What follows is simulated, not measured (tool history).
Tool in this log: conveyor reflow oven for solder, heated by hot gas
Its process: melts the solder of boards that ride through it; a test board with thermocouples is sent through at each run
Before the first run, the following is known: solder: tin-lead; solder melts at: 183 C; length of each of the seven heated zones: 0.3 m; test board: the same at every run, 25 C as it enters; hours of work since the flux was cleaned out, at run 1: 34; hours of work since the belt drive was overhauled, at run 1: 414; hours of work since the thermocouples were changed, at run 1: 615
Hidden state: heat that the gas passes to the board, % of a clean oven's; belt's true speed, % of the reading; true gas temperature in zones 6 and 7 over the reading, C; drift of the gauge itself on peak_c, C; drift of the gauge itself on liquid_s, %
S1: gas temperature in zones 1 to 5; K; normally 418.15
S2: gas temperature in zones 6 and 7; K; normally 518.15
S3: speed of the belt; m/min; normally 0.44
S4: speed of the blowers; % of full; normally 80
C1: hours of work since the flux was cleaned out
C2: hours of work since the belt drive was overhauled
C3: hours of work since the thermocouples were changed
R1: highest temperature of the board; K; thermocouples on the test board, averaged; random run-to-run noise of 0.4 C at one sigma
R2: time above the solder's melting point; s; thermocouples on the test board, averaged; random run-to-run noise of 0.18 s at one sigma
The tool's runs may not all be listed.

{"run": 1, "day": 0.0, "S1": 418.15, "S2": 518.15, "S3": 0.44, "S4": 80, "C1": 34, "C2": 414, "C3": 615, "R1": 504.55, "R2": 74.1}
{"run": 2, "day": 0.758, "S1": 418.15, "S2": 518.15, "S3": 0.44, "S4": 51, "C1": 41, "C2": 422, "C3": 622, "R1": 496.85, "R2": 68.5}
{"run": 3, "day": 1.517, "S1": 418.15, "S2": 518.15, "S3": 0.44, "S4": 80, "C1": 49, "C2": 429, "C3": 630, "R1": 504.35, "R2": 74.0}
{"run": 4, "day": 3.404, "S1": 418.15, "S2": 518.15, "S3": 0.44, "S4": 80, "C1": 67, "C2": 448, "C3": 648, "R1": 504.05, "R2": 74.0}
{"run": 5, "day": 5.221, "S1": 418.15, "S2": 518.15, "S3": 0.44, "S4": 80, "C1": 85, "C2": 466, "C3": 666, "R1": 504.05, "R2": 73.7}
{"run": 6, "day": 6.104, "S1": 418.15, "S2": 518.15, "S3": 0.44, "S4": 80, "C1": 94, "C2": 475, "C3": 675, "R1": 504.85, "R2": 74.1}
{"run": 7, "day": 7.854, "S1": 418.15, "S2": 518.15, "S3": 0.44, "S4": 87, "C1": 112, "C2": 492, "C3": 693, "R1": 506.45, "R2": 74.8}
{"run": 8, "day": 9.208, "S1": 418.15, "S2": 518.15, "S3": 0.44, "S4": 87, "C1": 125, "C2": 506, "C3": 706, "R1": 506.55, "R2": 74.8}
{"run": 9, "day": 11.029, "S1": 418.15, "S2": 532.15, "S3": 0.44, "S4": 61, "C1": 143, "C2": 524, "C3": 724, "R1": 512.15, "R2": 78.3}
{"run": 10, "day": 12.575, "S1": 418.15, "S2": 532.15, "S3": 0.44, "S4": 61, "C1": 159, "C2": 539, "C3": 740, "R1": 511.85, "R2": 78.3}

Estimate the outcome of run 11 from the log above:
{"run": 11, "day": 13.654, "S1": 418.15, "S2": 532.15, "S3": 0.44, "S4": 61, "C1": 169, "C2": 550, "C3": 750, "R1": "?", "R2": "?"}

R1: 512.65 K
R2: 78.7 s
With no hidden state in the tool, this same run would have given R1 512.85 K, R2 78.7 s.

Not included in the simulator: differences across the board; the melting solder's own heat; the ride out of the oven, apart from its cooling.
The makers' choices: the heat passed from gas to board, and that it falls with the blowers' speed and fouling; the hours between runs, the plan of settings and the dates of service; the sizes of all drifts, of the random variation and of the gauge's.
